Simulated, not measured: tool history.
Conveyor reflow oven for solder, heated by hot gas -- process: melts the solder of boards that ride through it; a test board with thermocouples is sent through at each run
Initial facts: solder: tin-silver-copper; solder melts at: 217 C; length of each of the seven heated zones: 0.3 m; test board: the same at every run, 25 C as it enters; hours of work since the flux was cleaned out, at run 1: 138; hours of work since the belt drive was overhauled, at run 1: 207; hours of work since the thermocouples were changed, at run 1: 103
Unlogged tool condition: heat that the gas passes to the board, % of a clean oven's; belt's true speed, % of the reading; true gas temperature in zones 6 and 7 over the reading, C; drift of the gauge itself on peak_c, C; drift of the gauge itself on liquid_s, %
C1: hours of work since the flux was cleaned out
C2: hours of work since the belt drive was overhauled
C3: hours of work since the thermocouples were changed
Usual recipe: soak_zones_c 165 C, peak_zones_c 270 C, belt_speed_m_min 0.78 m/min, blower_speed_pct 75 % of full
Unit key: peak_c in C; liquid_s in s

run 1 hour=0 | soak_zones_c=165 peak_zones_c=270 belt_speed_m_min=0.78 blower_speed_pct=75 | C1=138 C2=207 C3=103 | peak_c=247.9 liquid_s=30
run 2 hour=5.4 | soak_zones_c=165 peak_zones_c=270 belt_speed_m_min=0.78 blower_speed_pct=75 | C1=142 C2=211 C3=108 | peak_c=247.9 liquid_s=29.9
run 3 hour=12.6 | soak_zones_c=165 peak_zones_c=263 belt_speed_m_min=0.78 blower_speed_pct=75 | C1=148 C2=217 C3=113 | peak_c=242.4 liquid_s=26.9
run 4 hour=22.6 | soak_zones_c=165 peak_zones_c=263 belt_speed_m_min=0.78 blower_speed_pct=75 | C1=156 C2=225 C3=121 | peak_c=242.5 liquid_s=26.9
run 5 hour=31.4 | soak_zones_c=165 peak_zones_c=263 belt_speed_m_min=0.758 blower_speed_pct=75 | C1=163 C2=232 C3=128 | peak_c=242.9 liquid_s=28.5
run 6 hour=38.1 | soak_zones_c=165 peak_zones_c=272 belt_speed_m_min=0.78 blower_speed_pct=75 | C1=168 C2=237 C3=133 | peak_c=249.5 liquid_s=30.7
run 7 hour=48.9 | soak_zones_c=165 peak_zones_c=272 belt_speed_m_min=0.78 blower_speed_pct=75 | C1=176 C2=245 C3=142 | peak_c=250 liquid_s=30.9
run 8 hour=57.1 | soak_zones_c=165 peak_zones_c=270 belt_speed_m_min=0.78 blower_speed_pct=52 | C1=183 C2=252 C3=148 | peak_c=242.3 liquid_s=25.9
run 9 hour=64.9 | soak_zones_c=165 peak_zones_c=276 belt_speed_m_min=0.78 blower_speed_pct=52 | C1=189 C2=258 C3=154 | peak_c=246.6 liquid_s=28.5
-- hour=76.2 flux residue cleaned out of gas plates and filters
run 10 hour=77.4 | soak_zones_c=173 peak_zones_c=273 belt_speed_m_min=0.661 blower_speed_pct=66 | C1=1 C2=264 C3=160 | peak_c=255.9 liquid_s=42.2
run 11 hour=86.6 | soak_zones_c=173 peak_zones_c=273 belt_speed_m_min=0.661 blower_speed_pct=66 | C1=8 C2=271 C3=168 | peak_c=256.6 liquid_s=42.3
run 12 hour=93.5 | soak_zones_c=165 peak_zones_c=263 belt_speed_m_min=0.706 blower_speed_pct=72 | C1=14 C2=276 C3=173 | peak_c=245.4 liquid_s=32.4
run 13 hour=102.9 | soak_zones_c=165 peak_zones_c=263 belt_speed_m_min=0.706 blower_speed_pct=72 | C1=21 C2=284 C3=180 | peak_c=245.4 liquid_s=32
run 14 hour=113.4 | soak_zones_c=176 peak_zones_c=276 belt_speed_m_min=0.652 blower_speed_pct=75 | C1=29 C2=292 C3=189 | peak_c=261.4 liquid_s=46.2
run 15 hour=119.3 | soak_zones_c=165 peak_zones_c=263 belt_speed_m_min=0.892 blower_speed_pct=86 | C1=34 C2=297 C3=193 | peak_c=239 liquid_s=21.2
run 16 hour=124.2 | soak_zones_c=167 peak_zones_c=263 belt_speed_m_min=0.654 blower_speed_pct=86 | C1=38 C2=301 C3=197 | peak_c=250.5 liquid_s=38.9
run 17 hour=133.7 | soak_zones_c=167 peak_zones_c=263 belt_speed_m_min=0.654 blower_speed_pct=82 | C1=45 C2=308 C3=205 | peak_c=249.2 liquid_s=38.5

Here are 3 independent what-if runs from the current tool condition. What would each one return?
run A hour=141.3 | soak_zones_c=155 peak_zones_c=275 belt_speed_m_min=0.78 blower_speed_pct=75 | C1=51 C2=314 C3=211 | peak_c=? liquid_s=?
run B hour=141.3 | soak_zones_c=162 peak_zones_c=263 belt_speed_m_min=0.654 blower_speed_pct=82 | C1=51 C2=314 C3=211 | peak_c=? liquid_s=?
run C hour=141.3 | soak_zones_c=165 peak_zones_c=266 belt_speed_m_min=0.715 blower_speed_pct=66 | C1=51 C2=314 C3=211 | peak_c=? liquid_s=?

run=A peak_c=249.8 liquid_s=29.3
run=B peak_c=248.9 liquid_s=37
run=C peak_c=246.2 liquid_s=32.1
Had the tool no hidden state, the same runs would have come out as:
run=A peak_c=249.8 liquid_s=29.3
run=B peak_c=248.8 liquid_s=36.9
run=C peak_c=246.2 liquid_s=32.1
